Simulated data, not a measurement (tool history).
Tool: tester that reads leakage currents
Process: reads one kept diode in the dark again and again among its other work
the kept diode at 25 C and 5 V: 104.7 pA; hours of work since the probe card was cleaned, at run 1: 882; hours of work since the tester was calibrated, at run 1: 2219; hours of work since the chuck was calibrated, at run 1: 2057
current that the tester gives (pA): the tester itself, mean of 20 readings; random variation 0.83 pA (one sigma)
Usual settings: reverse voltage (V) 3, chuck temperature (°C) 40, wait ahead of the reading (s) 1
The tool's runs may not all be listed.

run,day,reverse voltage (V),chuck temperature (°C),wait ahead of the reading (s),hours of work since the probe card was cleaned,hours of work since the tester was calibrated,hours of work since the chuck was calibrated,current that the tester gives (pA)
1,0,3,40,1,882,2219,2057,302.92
2,3.004,3,40,1,931,2267,2106,305.03
3,6.092,3,40,1,981,2317,2156,306.02
4,9.3,3,40,1,1033,2369,2208,305.35
5,12.812,3,40,1,1090,2426,2265,305.91
6,15.608,3,40,1,1135,2472,2310,306.77
# day 19.575: chuck's temperature calibrated
7,20.25,3,40,1,1209,2546,11,273.8
8,23.871,3,40,1,1267,2604,70,275.54
9,27.283,3,40,1,1323,2659,125,276.25
10,29.371,3,40,1,1357,2693,159,277.09
11,32.388,3,40,1,1405,2742,208,278.2
12,36.117,3,40,1,1466,2803,268,277.93
13,38.729,3,40,1,1508,2845,310,279.55
14,43.062,3,40,1.15,1578,2915,381,277.72
15,46.129,3,40,1.15,1628,2965,430,279.74
16,49.65,3,40,1.15,1685,3022,487,281.44
17,53.633,3.31,40,5.61,1750,3086,552,293.08
# day 54.146: probe card cleaned and baked
18,56.475,9.14,23,6.94,38,3131,596,120.87
19,58.65,2.07,23,0.52,73,3166,631,65.36
20,62.133,7.31,37,1,129,3222,688,330.88
21,65.454,17.12,48,0.37,183,3276,742,1052.8
22,68.242,7.8,20,0.5,228,3321,787,93.94
23,70.767,7.8,20,0.5,269,3362,828,93.59
24,74.121,8.98,40,1,324,3416,882,452.69
# day 75.704: probe card cleaned and baked, once more
25,78.738,1.09,40,0.98,49,3489,955,188.54
26,83.454,1.09,40,0.98,126,3566,1031,189.14
27,87.042,1.09,40,0.98,184,3624,1089,190.18
28,89.471,3,41,1,223,3663,1129,309.2
29,93.496,1.88,21,0.41,288,3728,1194,54.03
30,96.383,1.88,21,0.41,335,3775,1241,54.43
31,98.988,1.38,40,7.24,377,3817,1283,209.05
32,101.912,3.38,44,0.3,425,3865,1330,409.15

3 ways to go on from here, each from the tool as it stands after run 32. What would each give?
A,106.117,2.73,30,0.52,493,3933,1398,?
B,106.117,2.57,22,0.34,493,3933,1398,?
C,106.117,3.38,26,0.3,493,3933,1398,?

run,current that the tester gives (pA)
A,132.12
B,68.55
C,105.95
Without the tool's hidden state the same runs would have given:
run,current that the tester gives (pA)
A,125.08
B,64.65
C,100.16
